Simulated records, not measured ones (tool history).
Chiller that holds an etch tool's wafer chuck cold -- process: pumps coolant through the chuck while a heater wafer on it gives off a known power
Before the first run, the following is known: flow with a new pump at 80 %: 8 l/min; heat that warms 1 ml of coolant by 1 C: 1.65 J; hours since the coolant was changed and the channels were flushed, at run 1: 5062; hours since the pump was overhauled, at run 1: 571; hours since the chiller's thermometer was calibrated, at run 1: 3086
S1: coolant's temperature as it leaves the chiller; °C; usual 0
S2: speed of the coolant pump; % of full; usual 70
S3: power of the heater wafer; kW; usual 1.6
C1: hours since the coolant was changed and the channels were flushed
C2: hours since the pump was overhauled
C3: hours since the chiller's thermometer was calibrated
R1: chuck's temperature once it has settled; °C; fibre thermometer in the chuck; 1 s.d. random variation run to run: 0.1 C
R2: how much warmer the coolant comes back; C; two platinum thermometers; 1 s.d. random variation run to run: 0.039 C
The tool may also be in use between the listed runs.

run,hour,S1,S2,S3,C1,C2,C3,R1,R2
1,0,0,70,1.6,5062,571,3086,18.5,8.42
2,117.6,0,70,1.6,5180,689,3204,18.7,8.33
3,222.2,0,70,0.975,5285,794,3309,11.2,5.11
4,332.6,0,70,1.6,5395,904,3419,18.5,8.37
5,395.4,0,70,0.915,5458,967,3482,10.7,4.79
6,474,0,70,1.6,5537,1046,3560,18.6,8.41
7,539.9,0,70,1.6,5602,1111,3626,18.7,8.32
8,638.9,0,70,1.054,5701,1210,3725,12.3,5.58
9,729,0,70,1.6,5792,1301,3815,18.6,8.43
10,801.6,0,70,0.993,5864,1373,3888,11.6,5.25
11,889.6,4,64,0.815,5952,1461,3976,14.2,4.72
12,961.1,9,60,1.468,6024,1533,4048,28.3,9.03
13,1030.1,9,60,1.468,6093,1602,4117,28.3,9.03
# hour 1042.3: chiller's thermometer calibrated
14,1091,0,70,1.991,6152,1661,49,23.1,10.48
# hour 1193.6: coolant changed, channels flushed
15,1229.5,4,61,1.464,36,1794,181,23,8.89
16,1321.1,4,61,1.464,127,1886,273,23.1,9.01

Run 17 has not been measured yet. What should we expect?
17,1451,4,85,1.464,257,2015,403,?,?

Run 17 produced R1 18.4 °C, R2 6.44 C.
With the hidden condition absent and the run-to-run variation left alone, this run would have shown R1 18.4 °C, R2 6.33 C.
